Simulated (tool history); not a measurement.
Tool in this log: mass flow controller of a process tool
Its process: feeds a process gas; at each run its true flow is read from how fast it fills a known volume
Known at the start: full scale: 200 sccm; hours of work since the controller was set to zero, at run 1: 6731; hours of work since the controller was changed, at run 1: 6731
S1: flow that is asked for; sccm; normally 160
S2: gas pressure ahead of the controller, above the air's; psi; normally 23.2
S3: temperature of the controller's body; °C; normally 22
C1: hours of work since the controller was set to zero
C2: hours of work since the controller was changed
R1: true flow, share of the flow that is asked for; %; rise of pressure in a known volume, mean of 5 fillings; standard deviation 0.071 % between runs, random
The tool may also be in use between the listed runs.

Run 1, hour 0.0: usual settings; C1 6731; C2 6731. Result: R1 100.03 %.
Run 2, hour 262.2: usual settings; C1 6815; C2 6815. Result: R1 100.06 %.
Run 3, hour 540.6: usual settings; C1 6904; C2 6904. Result: R1 100.06 %.
Run 4, hour 1057.1: usual settings; C1 7069; C2 7069. Result: R1 100.08 %.
Run 5, hour 1309.4: usual settings but S1 24 sccm; C1 7149; C2 7149. Result: R1 98.25 %.
Run 6, hour 1548.3: usual settings but S1 24 sccm; C1 7225; C2 7225. Result: R1 98.19 %.
Run 7, hour 1908.3: usual settings but S1 24 sccm; C1 7340; C2 7340. Result: R1 98.18 %.
Run 8, hour 2217.9: usual settings but S1 24 sccm; C1 7439; C2 7439. Result: R1 98.28 %.
Run 9, hour 2450.7: usual settings but S1 24 sccm, S2 21.6 psi, S3 36 °C; C1 7513; C2 7513. Result: R1 96.73 %.
Run 10, hour 2858.3: usual settings but S2 23.5 psi, S3 36 °C; C1 7643; C2 7643. Result: R1 98.53 %.
Run 11, hour 3151.1: usual settings but S2 23.5 psi, S3 36 °C; C1 7737; C2 7737. Result: R1 98.42 %.
Run 12, hour 3582.5: usual settings but S2 23.5 psi, S3 36 °C; C1 7874; C2 7874. Result: R1 98.55 %.
Run 13, hour 4026.8: usual settings but S1 96 sccm; C1 8016; C2 8016. Result: R1 99.20 %.
Run 14, hour 4283.5: usual settings but S1 47 sccm, S2 23.5 psi, S3 38 °C; C1 8098; C2 8098. Result: R1 96.84 %.
Run 15, hour 4813.8: usual settings but S2 22.5 psi, S3 29 °C; C1 8267; C2 8267. Result: R1 99.23 %.
Run 16, hour 5063.4: usual settings but S2 25.7 psi, S3 23 °C; C1 8347; C2 8347. Result: R1 99.71 %.

Here are 5 independent what-if runs from the current tool condition. What would each one return?
Run A, hour 5586.5: usual settings but S1 22 sccm, S2 25.7 psi, S3 37 °C; C1 8514; C2 8514. Result: R1 ?.
Run B, hour 5586.5: usual settings but S1 30 sccm, S2 32.8 psi; C1 8514; C2 8514. Result: R1 ?.
Run C, hour 5586.5: usual settings but S1 114 sccm, S2 29.9 psi, S3 24 °C; C1 8514; C2 8514. Result: R1 ?.
Run D, hour 5586.5: usual settings but S1 171 sccm, S2 36.8 psi, S3 29 °C; C1 8514; C2 8514. Result: R1 ?.
Run E, hour 5586.5: usual settings but S1 24 sccm, S2 38.3 psi; C1 8514; C2 8514. Result: R1 ?.

run     R1
  A  96.46
  B  97.75
  C  98.99
  D  98.87
  E  97.59
With no hidden state in the tool, these same runs would have given:
run     R1
  A  96.49
  B  97.78
  C  98.99
  D  98.87
  E  97.63
